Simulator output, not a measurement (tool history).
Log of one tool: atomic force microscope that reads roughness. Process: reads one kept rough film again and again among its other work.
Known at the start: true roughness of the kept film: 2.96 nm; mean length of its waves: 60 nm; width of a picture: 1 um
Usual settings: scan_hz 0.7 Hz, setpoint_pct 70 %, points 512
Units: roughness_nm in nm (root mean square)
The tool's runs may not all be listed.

{"run": 1, "hour": 0.0, "scan_hz": 0.7, "setpoint_pct": 70, "points": 512, "roughness_nm": 2.695}
{"run": 2, "hour": 31.6, "scan_hz": 0.7, "setpoint_pct": 70, "points": 512, "roughness_nm": 2.595}
{"run": 3, "hour": 63.9, "scan_hz": 0.7, "setpoint_pct": 70, "points": 512, "roughness_nm": 2.46}
{"hour": 80.3, "done": "new tip fitted"}
{"run": 4, "hour": 101.0, "scan_hz": 0.7, "setpoint_pct": 70, "points": 512, "roughness_nm": 2.645}
{"run": 5, "hour": 138.2, "scan_hz": 0.7, "setpoint_pct": 70, "points": 512, "roughness_nm": 2.512}
{"hour": 167.8, "done": "new tip fitted"}
{"run": 6, "hour": 170.8, "scan_hz": 0.7, "setpoint_pct": 67, "points": 512, "roughness_nm": 2.729}
{"run": 7, "hour": 197.4, "scan_hz": 0.7, "setpoint_pct": 67, "points": 512, "roughness_nm": 2.628}
{"run": 8, "hour": 230.8, "scan_hz": 1.572, "setpoint_pct": 69, "points": 371, "roughness_nm": 2.412}
{"run": 9, "hour": 252.6, "scan_hz": 0.504, "setpoint_pct": 59, "points": 371, "roughness_nm": 2.487}
{"hour": 255.3, "done": "new tip fitted"}
{"run": 10, "hour": 284.6, "scan_hz": 2.09, "setpoint_pct": 79, "points": 295, "roughness_nm": 2.278}
{"run": 11, "hour": 305.2, "scan_hz": 2.09, "setpoint_pct": 88, "points": 295, "roughness_nm": 2.045}
{"run": 12, "hour": 330.1, "scan_hz": 2.326, "setpoint_pct": 68, "points": 564, "roughness_nm": 2.275}

The same runs without the tool's hidden state, with the same run-to-run variation:
The hidden state here: radius of the tip, nm; height scale over the true one, %; drift of the gauge itself on roughness_nm, %.
run=1 roughness_nm=2.761
run=2 roughness_nm=2.767
run=3 roughness_nm=2.757
run=4 roughness_nm=2.773
run=5 roughness_nm=2.774
run=6 roughness_nm=2.774
run=7 roughness_nm=2.763
run=8 roughness_nm=2.651
run=9 roughness_nm=2.804
run=10 roughness_nm=2.413
run=11 roughness_nm=2.229
run=12 roughness_nm=2.559
